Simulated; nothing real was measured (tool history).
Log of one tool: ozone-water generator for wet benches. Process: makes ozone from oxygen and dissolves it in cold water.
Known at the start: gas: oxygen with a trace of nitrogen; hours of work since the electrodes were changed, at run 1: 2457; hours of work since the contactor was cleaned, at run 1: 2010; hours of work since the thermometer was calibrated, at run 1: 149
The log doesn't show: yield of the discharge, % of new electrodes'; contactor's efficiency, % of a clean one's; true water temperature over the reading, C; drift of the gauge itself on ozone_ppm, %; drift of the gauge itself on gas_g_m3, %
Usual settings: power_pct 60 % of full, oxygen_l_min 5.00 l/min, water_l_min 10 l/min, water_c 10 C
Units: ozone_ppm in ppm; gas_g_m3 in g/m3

| run | hour | power_pct | oxygen_l_min | water_l_min | water_c | hours of work since the electrodes were changed | hours of work since the contactor was cleaned | hours of work since the thermometer was calibrated | ozone_ppm | gas_g_m3 |
|---|---|---|---|---|---|---|---|---|---|---|
| 1 | 0.0 | 60 | 5.00 | 10 | 10 | 2457 | 2010 | 149 | 24.9 | 145.3 |
| 2 | 77.1 | 60 | 5.00 | 10 | 7 | 2531 | 2084 | 223 | 25.8 | 144.0 |
| 3 | 175.5 | 60 | 5.00 | 10 | 7 | 2626 | 2179 | 318 | 26.1 | 144.9 |
| 4 | 245.5 | 60 | 5.00 | 10 | 7 | 2694 | 2247 | 386 | 25.9 | 144.9 |
| 5 | 289.5 | 60 | 5.00 | 10 | 10 | 2736 | 2289 | 428 | 24.7 | 142.8 |
| 6 | 388.0 | 60 | 5.00 | 8 | 10 | 2831 | 2384 | 523 | 28.1 | 143.3 |
| 7 | 435.2 | 60 | 5.00 | 8 | 10 | 2876 | 2430 | 569 | 28.7 | 143.3 |
| 8 | 487.7 | 60 | 5.00 | 10 | 10 | 2927 | 2480 | 619 | 24.5 | 143.3 |
| 9 | 554.1 | 68 | 5.00 | 10 | 10 | 2991 | 2544 | 683 | 26.8 | 156.8 |
| 10 | 625.8 | 60 | 5.00 | 8 | 10 | 3060 | 2613 | 752 | 27.8 | 143.4 |
| 11 | 688.6 | 60 | 5.00 | 8 | 10 | 3121 | 2674 | 813 | 28.2 | 142.4 |
| 12 | 736.4 | 60 | 5.00 | 8 | 10 | 3167 | 2720 | 859 | 28.2 | 140.7 |
| 13 | 807.5 | 60 | 5.00 | 15 | 10 | 3235 | 2789 | 927 | 18.0 | 141.5 |
| 14 | 899.8 | 60 | 5.00 | 10 | 9 | 3325 | 2878 | 1017 | 24.7 | 143.1 |
| 15 | 945.1 | 60 | 5.00 | 10 | 10 | 3368 | 2921 | 1060 | 24.2 | 142.8 |
|  | 958.3 | contactor cleaned |
| 16 | 1007.8 | 60 | 5.00 | 10 | 10 | 3425 | 48 | 1117 | 24.2 | 140.9 |
| 17 | 1063.1 | 42 | 8.59 | 9 | 18 | 3478 | 101 | 1170 | 14.0 | 73.5 |
| 18 | 1104.4 | 66 | 4.46 | 9 | 10 | 3518 | 141 | 1210 | 28.4 | 165.3 |
| 19 | 1188.6 | 66 | 4.46 | 9 | 10 | 3599 | 222 | 1291 | 28.0 | 165.0 |
| 20 | 1233.9 | 66 | 4.46 | 9 | 10 | 3643 | 266 | 1335 | 27.9 | 163.3 |
| 21 | 1288.2 | 66 | 4.46 | 9 | 10 | 3695 | 318 | 1387 | 27.9 | 163.6 |
| 22 | 1374.7 | 66 | 4.46 | 9 | 10 | 3779 | 402 | 1471 | 27.8 | 163.5 |
| 23 | 1424.7 | 60 | 5.00 | 10 | 7 | 3827 | 450 | 1519 | 25.0 | 140.7 |
| 24 | 1479.7 | 60 | 5.00 | 10 | 11 | 3880 | 503 | 1572 | 23.1 | 140.5 |
|  | 1547.3 | contactor cleaned, once more |
| 25 | 1553.8 | 60 | 5.00 | 10 | 11 | 3948 | 6 | 1640 | 23.9 | 141.3 |
| 26 | 1642.2 | 58 | 5.00 | 9 | 14 | 4033 | 92 | 1725 | 23.6 | 136.6 |

The next listed run, before its measurement:
| 27 | 1731.2 | 58 | 4.45 | 9 | 14 | 4119 | 177 | 1811 | ? | ? |

{"run 27": {"ozone_ppm": 24.0, "gas_g_m3": 147.6}}
Without the tool's hidden state the same run would have given ozone_ppm 26.3 ppm, gas_g_m3 160.0 g/m3.

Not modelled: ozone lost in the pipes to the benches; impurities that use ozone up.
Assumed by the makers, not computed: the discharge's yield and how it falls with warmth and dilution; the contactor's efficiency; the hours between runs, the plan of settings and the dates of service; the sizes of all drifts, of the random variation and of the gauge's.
